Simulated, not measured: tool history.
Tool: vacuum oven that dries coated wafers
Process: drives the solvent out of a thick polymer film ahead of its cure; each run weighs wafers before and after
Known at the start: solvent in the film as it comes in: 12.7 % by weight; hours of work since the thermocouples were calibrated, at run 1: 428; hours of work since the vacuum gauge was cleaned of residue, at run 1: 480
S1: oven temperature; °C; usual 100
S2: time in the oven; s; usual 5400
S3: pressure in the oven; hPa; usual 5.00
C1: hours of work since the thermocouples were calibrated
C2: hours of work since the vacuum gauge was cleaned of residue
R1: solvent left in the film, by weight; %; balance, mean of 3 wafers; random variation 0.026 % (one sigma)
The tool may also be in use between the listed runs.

run   hour   S1    S2     S3   C1   C2    R1
  1    0.0  100  5400   5.00  428  480  2.27
  2   37.0  100  5400   5.00  446  498  2.26
  3   70.6  100  5400   5.00  462  514  2.26
  4  105.1  100  5400   5.00  479  530  2.25
  5  124.4  100  5400   5.00  488  540  2.24
  6  154.9  100  5400   5.00  502  554  2.21
  7  186.4  100  5400   5.00  517  569  2.23
  8  223.1  100  5400   5.00  535  587  2.25
     226.6  -- vacuum gauge cleaned of residue and calibrated
  9  261.0  100  5400  18.86  552   16  2.90
 10  287.1   87  2940   4.45  565   29  7.33
 11  317.9   87  2940   4.45  580   44  7.25
 12  341.0   87  2940   4.45  591   55  7.27
     377.9  -- vacuum gauge cleaned of residue and calibrated, once more
 13  379.6  100  3060   6.82  608    1  4.20
 14  413.1   91  3840   5.48  624   17  5.53
 15  436.0  110  5760  13.52  635   28  0.83
 16  461.7   97  3600  12.38  648   40  4.56
 17  481.0   97  3600  12.38  657   49  4.55
 18  518.0   97  3300  12.38  675   67  4.85

Hidden state at the last listed run before each entry between runs and at the first one after, where it differs:
Between runs 8 and 9: vacuum gauge cleaned of residue and calibrated (hour 226.6)
  true wafer temperature over the reading, C: 1.21 -> 1.25; true pressure over the reading, kPa: 0.118 -> 0.202
  measured less the result without the state, R1: -0.21 -> -0.20 %
Between runs 12 and 13: vacuum gauge cleaned of residue and calibrated, once more (hour 377.9)
  true wafer temperature over the reading, C: 1.34 -> 1.38; true pressure over the reading, kPa: 0.21 -> 0.009
  measured less the result without the state, R1: -0.17 -> -0.34 %
